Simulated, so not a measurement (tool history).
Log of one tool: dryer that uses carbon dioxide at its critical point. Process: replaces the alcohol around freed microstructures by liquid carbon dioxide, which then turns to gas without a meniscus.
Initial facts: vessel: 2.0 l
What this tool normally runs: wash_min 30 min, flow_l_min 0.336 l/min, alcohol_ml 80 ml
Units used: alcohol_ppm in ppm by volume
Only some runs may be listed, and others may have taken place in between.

run,hour,wash_min,flow_l_min,alcohol_ml,alcohol_ppm
1,0.0,30,0.336,80,952
2,32.8,34,0.336,80,610
3,56.8,44,0.336,80,254
4,87.1,44,0.336,80,266
5,117.1,30,0.334,80,1039
6,149.2,30,0.336,80,1063
7,177.5,30,0.336,80,1046
# hour 180.5: inlet filter changed
8,205.7,30,0.336,80,834
9,235.4,30,0.336,80,844
10,253.5,30,0.336,80,830
11,283.2,30,0.336,80,876
12,310.1,30,0.336,80,902
13,337.5,30,0.336,80,897
14,361.9,30,0.336,80,909
15,384.5,44,0.440,27,192
16,402.5,44,0.440,27,201
17,416.6,44,0.440,27,194
18,432.1,20,0.336,84,3301
19,446.9,27,0.359,104,1349
20,468.3,30,0.568,96,254
21,500.7,30,0.568,96,263
22,522.2,30,0.568,96,277
23,552.1,22,0.398,96,1822
24,570.9,48,0.345,34,249
25,586.9,48,0.345,34,268
26,602.9,29,0.442,80,510
27,623.0,29,0.442,80,532
28,636.9,29,0.442,80,528

Per-run results on a tool with no hidden state, each run keeping its own random variation:
Hidden state at play: flow that reaches the vessel past the clogged filter, %; alcohol in the recycled carbon dioxide, ppm; drift of the gauge itself on alcohol_ppm, %.
run,alcohol_ppm
1,684
2,386
3,101
4,102
5,685
6,682
7,659
8,677
9,670
10,647
11,669
12,679
13,661
14,657
15,14
16,12
17,7
18,2801
19,990
20,40
21,38
22,51
23,1318
24,23
25,26
26,199
27,211
28,205

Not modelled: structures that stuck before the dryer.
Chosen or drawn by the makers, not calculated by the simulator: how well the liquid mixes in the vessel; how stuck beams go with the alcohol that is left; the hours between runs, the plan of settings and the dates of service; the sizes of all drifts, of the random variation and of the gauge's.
